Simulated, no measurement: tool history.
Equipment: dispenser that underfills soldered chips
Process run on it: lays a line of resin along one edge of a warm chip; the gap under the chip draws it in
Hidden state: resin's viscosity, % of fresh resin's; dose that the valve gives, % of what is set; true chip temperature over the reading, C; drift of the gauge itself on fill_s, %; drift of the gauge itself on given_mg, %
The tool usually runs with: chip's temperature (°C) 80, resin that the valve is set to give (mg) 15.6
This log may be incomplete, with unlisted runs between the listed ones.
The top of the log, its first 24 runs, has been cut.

| run | hour | chip's temperature (°C) | resin that the valve is set to give (mg) | hours of work since the syringe was changed | hours of work since the valve was cleaned | hours of work since the stage was calibrated | time until the resin shows at the far edge (s) | resin that the valve gave (mg) |
|---|---|---|---|---|---|---|---|---|
|  | 315.9 | new syringe of resin |
| 25 | 320.5 | 92 | 14.0 | 3 | 68 | 46 | 11.2 | 13.17 |
|  | 330.5 | new syringe of resin |
| 26 | 332.3 | 92 | 14.0 | 1 | 77 | 55 | 10.0 | 12.97 |
|  | 344.2 | new syringe of resin |
| 27 | 348.2 | 85 | 17.9 | 3 | 88 | 66 | 13.6 | 16.30 |
|  | 350.0 | dispensing valve cleaned and set on the balance |
|  | 359.0 | new syringe of resin |
| 28 | 359.0 | 85 | 17.9 | 0 | 6 | 73 | 11.3 | 17.83 |
|  | 372.6 | new syringe of resin |
| 29 | 376.5 | 80 | 14.7 | 3 | 19 | 86 | 16.2 | 14.39 |
| 30 | 385.4 | 93 | 13.4 | 10 | 26 | 93 | 14.3 | 13.16 |
|  | 386.5 | new syringe of resin |
|  | 400.5 | new syringe of resin |
| 31 | 400.5 | 84 | 19.4 | 0 | 37 | 103 | 11.4 | 18.77 |
|  | 414.9 | new syringe of resin |
| 32 | 417.8 | 70 | 16.6 | 2 | 49 | 116 | 22.6 | 15.88 |
|  | 428.4 | new syringe of resin |
| 33 | 433.5 | 77 | 17.1 | 4 | 60 | 127 | 18.7 | 16.04 |
|  | 442.4 | new syringe of resin |
| 34 | 444.1 | 77 | 17.1 | 1 | 68 | 135 | 16.1 | 15.97 |

5 options for the next run, each taken on its own from the tool as it stands now. Forecast them:
| A | 454.0 | 75 | 17.1 | 9 | 75 | 142 | ? | ? |
| B | 454.0 | 77 | 19.9 | 9 | 75 | 142 | ? | ? |
| C | 454.0 | 86 | 13.8 | 9 | 75 | 142 | ? | ? |
| D | 454.0 | 68 | 13.6 | 9 | 75 | 142 | ? | ? |
| E | 454.0 | 85 | 17.6 | 9 | 75 | 142 | ? | ? |

| run | time until the resin shows at the far edge (s) | resin that the valve gave (mg) |
|---|---|---|
| A | 26.3 | 15.88 |
| B | 23.5 | 18.33 |
| C | 18.0 | 12.79 |
| D | 36.3 | 12.64 |
| E | 18.1 | 16.34 |
With the hidden condition removed and each run's random variation left untouched, the same runs would have given:
| run | time until the resin shows at the far edge (s) | resin that the valve gave (mg) |
|---|---|---|
| A | 16.9 | 17.07 |
| B | 15.0 | 19.71 |
| C | 11.4 | 13.75 |
| D | 23.1 | 13.59 |
| E | 11.8 | 17.57 |
